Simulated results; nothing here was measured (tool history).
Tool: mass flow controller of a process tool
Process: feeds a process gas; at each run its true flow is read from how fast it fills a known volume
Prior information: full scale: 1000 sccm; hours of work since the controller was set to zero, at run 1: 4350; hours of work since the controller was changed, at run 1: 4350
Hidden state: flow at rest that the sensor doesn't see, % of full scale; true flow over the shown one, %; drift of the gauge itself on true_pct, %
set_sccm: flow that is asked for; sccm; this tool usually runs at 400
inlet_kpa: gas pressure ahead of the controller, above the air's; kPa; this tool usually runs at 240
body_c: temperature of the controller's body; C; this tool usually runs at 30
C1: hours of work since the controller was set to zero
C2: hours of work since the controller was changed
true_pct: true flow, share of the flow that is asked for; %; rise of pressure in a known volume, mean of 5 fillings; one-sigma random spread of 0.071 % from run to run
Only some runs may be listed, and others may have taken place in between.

run 1 hour=0 | set_sccm=400 inlet_kpa=240 body_c=30 | C1=4350 C2=4350 | true_pct=99.83
run 2 hour=434.1 | set_sccm=400 inlet_kpa=240 body_c=30 | C1=4534 C2=4534 | true_pct=99.8
run 3 hour=675.8 | set_sccm=400 inlet_kpa=240 body_c=30 | C1=4636 C2=4636 | true_pct=99.46
run 4 hour=968.5 | set_sccm=400 inlet_kpa=240 body_c=30 | C1=4760 C2=4760 | true_pct=99.27
run 5 hour=1313.5 | set_sccm=400 inlet_kpa=240 body_c=32 | C1=4906 C2=4906 | true_pct=99.37
run 6 hour=1691.2 | set_sccm=400 inlet_kpa=240 body_c=32 | C1=5066 C2=5066 | true_pct=99.29
run 7 hour=2167.5 | set_sccm=400 inlet_kpa=240 body_c=30 | C1=5268 C2=5268 | true_pct=98.94
run 8 hour=2583.7 | set_sccm=400 inlet_kpa=240 body_c=30 | C1=5444 C2=5444 | true_pct=98.85
run 9 hour=3024.7 | set_sccm=400 inlet_kpa=240 body_c=30 | C1=5631 C2=5631 | true_pct=98.55
run 10 hour=3286.5 | set_sccm=400 inlet_kpa=240 body_c=30 | C1=5742 C2=5742 | true_pct=98.34
run 11 hour=3550.9 | set_sccm=132 inlet_kpa=240 body_c=30 | C1=5854 C2=5854 | true_pct=97.79
run 12 hour=3894.1 | set_sccm=132 inlet_kpa=226 body_c=30 | C1=5999 C2=5999 | true_pct=97.63
run 13 hour=4116.4 | set_sccm=400 inlet_kpa=240 body_c=30 | C1=6094 C2=6094 | true_pct=98.04
run 14 hour=4466.7 | set_sccm=400 inlet_kpa=240 body_c=30 | C1=6242 C2=6242 | true_pct=97.96
run 15 hour=4707 | set_sccm=400 inlet_kpa=240 body_c=30 | C1=6344 C2=6344 | true_pct=97.77
run 16 hour=5153.9 | set_sccm=400 inlet_kpa=240 body_c=30 | C1=6533 C2=6533 | true_pct=97.5
run 17 hour=5433.8 | set_sccm=400 inlet_kpa=240 body_c=30 | C1=6652 C2=6652 | true_pct=97.41
run 18 hour=5916.1 | set_sccm=400 inlet_kpa=240 body_c=30 | C1=6856 C2=6856 | true_pct=97.15
run 19 hour=6152.5 | set_sccm=400 inlet_kpa=240 body_c=30 | C1=6956 C2=6956 | true_pct=97.1
-- hour=6354.9 controller exchanged for a calibrated one
run 20 hour=6354.9 | set_sccm=400 inlet_kpa=240 body_c=30 | C1=0 C2=0 | true_pct=96.85
-- hour=6417.6 gauge calibrated
run 21 hour=6626.5 | set_sccm=400 inlet_kpa=240 body_c=30 | C1=115 C2=115 | true_pct=99.7
run 22 hour=7090.3 | set_sccm=400 inlet_kpa=240 body_c=30 | C1=312 C2=312 | true_pct=99.52
run 23 hour=7412.2 | set_sccm=400 inlet_kpa=240 body_c=30 | C1=448 C2=448 | true_pct=99.34
run 24 hour=7615.8 | set_sccm=400 inlet_kpa=240 body_c=30 | C1=534 C2=534 | true_pct=99.38
run 25 hour=7842.7 | set_sccm=987 inlet_kpa=240 body_c=36 | C1=630 C2=630 | true_pct=100.6
run 26 hour=8232.1 | set_sccm=136 inlet_kpa=168 body_c=27 | C1=795 C2=795 | true_pct=97.67
run 27 hour=8439.7 | set_sccm=136 inlet_kpa=168 body_c=27 | C1=883 C2=883 | true_pct=97.74
run 28 hour=8799.9 | set_sccm=136 inlet_kpa=168 body_c=23 | C1=1036 C2=1036 | true_pct=97.23
run 29 hour=9048.3 | set_sccm=293 inlet_kpa=239 body_c=31 | C1=1141 C2=1141 | true_pct=98.61
run 30 hour=9276 | set_sccm=293 inlet_kpa=239 body_c=31 | C1=1238 C2=1238 | true_pct=98.65
run 31 hour=9725.6 | set_sccm=478 inlet_kpa=240 body_c=30 | C1=1428 C2=1428 | true_pct=98.55
run 32 hour=10176.9 | set_sccm=194 inlet_kpa=221 body_c=28 | C1=1619 C2=1619 | true_pct=97.42
run 33 hour=10497 | set_sccm=164 inlet_kpa=146 body_c=23 | C1=1755 C2=1755 | true_pct=96.41
run 34 hour=10864.3 | set_sccm=221 inlet_kpa=222 body_c=28 | C1=1910 C2=1910 | true_pct=97.23
run 35 hour=11258.7 | set_sccm=221 inlet_kpa=144 body_c=23 | C1=2077 C2=2077 | true_pct=96.14
run 36 hour=11625.8 | set_sccm=369 inlet_kpa=240 body_c=23 | C1=2233 C2=2233 | true_pct=96.76
run 37 hour=12094.7 | set_sccm=369 inlet_kpa=240 body_c=23 | C1=2432 C2=2432 | true_pct=96.6
run 38 hour=12552.5 | set_sccm=905 inlet_kpa=240 body_c=33 | C1=2626 C2=2626 | true_pct=98.16
run 39 hour=12819.4 | set_sccm=400 inlet_kpa=225 body_c=33 | C1=2739 C2=2739 | true_pct=97.11
run 40 hour=13219.6 | set_sccm=120 inlet_kpa=158 body_c=23 | C1=2908 C2=2908 | true_pct=95.08
run 41 hour=13480.6 | set_sccm=972 inlet_kpa=199 body_c=27 | C1=3019 C2=3019 | true_pct=96.87
run 42 hour=13724.6 | set_sccm=972 inlet_kpa=199 body_c=27 | C1=3122 C2=3122 | true_pct=96.92
run 43 hour=14026.3 | set_sccm=972 inlet_kpa=199 body_c=27 | C1=3250 C2=3250 | true_pct=96.75
run 44 hour=14289.3 | set_sccm=142 inlet_kpa=177 body_c=27 | C1=3361 C2=3361 | true_pct=95.18
run 45 hour=14709.5 | set_sccm=475 inlet_kpa=240 body_c=30 | C1=3539 C2=3539 | true_pct=96.15
run 46 hour=15072.8 | set_sccm=197 inlet_kpa=193 body_c=36 | C1=3693 C2=3693 | true_pct=95.82
run 47 hour=15538.6 | set_sccm=197 inlet_kpa=193 body_c=36 | C1=3891 C2=3891 | true_pct=95.68

Branching from run 47: 5 alternative next runs. What would each branch give?
run A hour=15913.9 | set_sccm=109 inlet_kpa=240 body_c=27 | C1=4050 C2=4050 | true_pct=?
run B hour=15913.9 | set_sccm=400 inlet_kpa=262 body_c=30 | C1=4050 C2=4050 | true_pct=?
run C hour=15913.9 | set_sccm=279 inlet_kpa=244 body_c=33 | C1=4050 C2=4050 | true_pct=?
run D hour=15913.9 | set_sccm=197 inlet_kpa=250 body_c=36 | C1=4050 C2=4050 | true_pct=?
run E hour=15913.9 | set_sccm=233 inlet_kpa=264 body_c=22 | C1=4050 C2=4050 | true_pct=?

run=A true_pct=94.82
run=B true_pct=95.76
run=C true_pct=95.67
run=D true_pct=95.84
run=E true_pct=94.62
With no hidden state in the tool, these same runs would have given:
run=A true_pct=99.08
run=B true_pct=100.03
run=C true_pct=99.94
run=D true_pct=100.12
run=E true_pct=98.85
